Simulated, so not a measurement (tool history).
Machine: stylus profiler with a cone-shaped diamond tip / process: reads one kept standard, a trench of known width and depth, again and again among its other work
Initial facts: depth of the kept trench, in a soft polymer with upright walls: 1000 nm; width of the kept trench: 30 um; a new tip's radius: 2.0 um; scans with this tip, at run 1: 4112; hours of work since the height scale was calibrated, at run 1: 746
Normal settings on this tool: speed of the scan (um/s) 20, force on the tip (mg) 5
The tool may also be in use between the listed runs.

| run | hour | speed of the scan (um/s) | force on the tip (mg) | scans with this tip | hours of work since the height scale was calibrated | depth of the trench (angstrom) | width of the trench's floor (µm) |
|---|---|---|---|---|---|---|---|
| 1 | 0 | 20 | 5 | 4112 | 746 | 10185.9 | 26 |
| 2 | 39.7 | 20 | 5 | 4258 | 772 | 10192.4 | 25.96 |
| 3 | 97.2 | 20 | 5 | 4470 | 811 | 10190.6 | 25.93 |
| 4 | 131.8 | 20 | 3.7 | 4597 | 834 | 10158.3 | 25.95 |
| 5 | 184.3 | 20 | 5 | 4790 | 869 | 10190.4 | 25.89 |
| 6 | 239.6 | 51 | 5 | 4993 | 905 | 10193.4 | 25.8 |
| 7 | 283.4 | 51 | 5 | 5154 | 935 | 10194.2 | 25.82 |
|  | 314.2 | height scale calibrated on a step standard |
| 8 | 332.5 | 51 | 5 | 5333 | 12 | 10204 | 25.84 |
| 9 | 394.1 | 51 | 5 | 5560 | 53 | 10204.4 | 25.8 |
| 10 | 420.9 | 51 | 5 | 5658 | 71 | 10201 | 25.71 |
| 11 | 456.4 | 51 | 5 | 5788 | 95 | 10202 | 25.79 |
| 12 | 489.4 | 20 | 5.71 | 5910 | 117 | 10221.2 | 25.84 |
| 13 | 538.4 | 42 | 5 | 6090 | 150 | 10202.5 | 25.79 |
| 14 | 584 | 42 | 5 | 6258 | 180 | 10202.5 | 25.72 |
|  | 597.1 | height scale calibrated on a step standard, once more |
| 15 | 619.9 | 42 | 5 | 6388 | 15 | 10172.5 | 25.73 |
| 16 | 680.3 | 42 | 5 | 6610 | 55 | 10179.7 | 25.69 |
| 17 | 718.3 | 42 | 5 | 6750 | 81 | 10180.8 | 25.7 |
| 18 | 776.2 | 42 | 5 | 6962 | 119 | 10175.1 | 25.67 |
| 19 | 813 | 14 | 4.43 | 7098 | 144 | 10168.3 | 25.67 |
| 20 | 858.8 | 15 | 4.36 | 7267 | 175 | 10163.3 | 25.66 |
| 21 | 895.5 | 9 | 11.21 | 7401 | 199 | 10303.2 | 25.73 |
| 22 | 930.8 | 9 | 5 | 7531 | 223 | 10183.9 | 25.62 |
| 23 | 970.9 | 9 | 5 | 7679 | 249 | 10181.2 | 25.68 |
| 24 | 1001.5 | 17 | 3.46 | 7791 | 270 | 10142.5 | 25.66 |
| 25 | 1048 | 17 | 9.98 | 7962 | 301 | 10282.9 | 25.58 |
| 26 | 1074.7 | 9 | 9.98 | 8060 | 318 | 10284.6 | 25.61 |
| 27 | 1117.2 | 9 | 9.98 | 8216 | 347 | 10283.9 | 25.58 |
| 28 | 1151 | 32 | 10.31 | 8341 | 369 | 10288.6 | 25.56 |
| 29 | 1195 | 41 | 4.3 | 8502 | 399 | 10170.9 | 25.49 |
| 30 | 1229.9 | 59 | 7.35 | 8631 | 422 | 10233.9 | 25.5 |
| 31 | 1262.7 | 20 | 7.88 | 8751 | 444 | 10240.4 | 25.47 |
| 32 | 1317.1 | 20 | 4.62 | 8951 | 480 | 10175.2 | 25.49 |
| 33 | 1349.3 | 28 | 1.91 | 9070 | 502 | 10100.6 | 25.43 |
| 34 | 1407.4 | 28 | 1.91 | 9284 | 540 | 10102.9 | 25.34 |
| 35 | 1442.3 | 28 | 1.91 | 9412 | 564 | 10102.3 | 25.42 |
| 36 | 1480.7 | 28 | 1.91 | 9553 | 589 | 10107 | 25.4 |

Hidden condition of the tool, last listed run before each entry between runs versus first listed run after:
Between runs 7 and 8: height scale calibrated on a step standard (hour 314.2)
  radius of the tip, um: 2.58 -> 2.6; height scale over the true one, %: 0.198 -> 0.284
  difference, measured minus the result without the unlogged condition, depth of the trench (angstrom): +20.1 -> +28.9; width of the trench's floor (µm): -0.61 -> -0.63
Between runs 14 and 15: height scale calibrated on a step standard, once more (hour 597.1)
  radius of the tip, um: 2.7 -> 2.71; height scale over the true one, %: 0.315 -> 0.032
  difference, measured minus the result without the unlogged condition, depth of the trench (angstrom): +32.1 -> +3.2; width of the trench's floor (µm): -0.73 -> -0.74
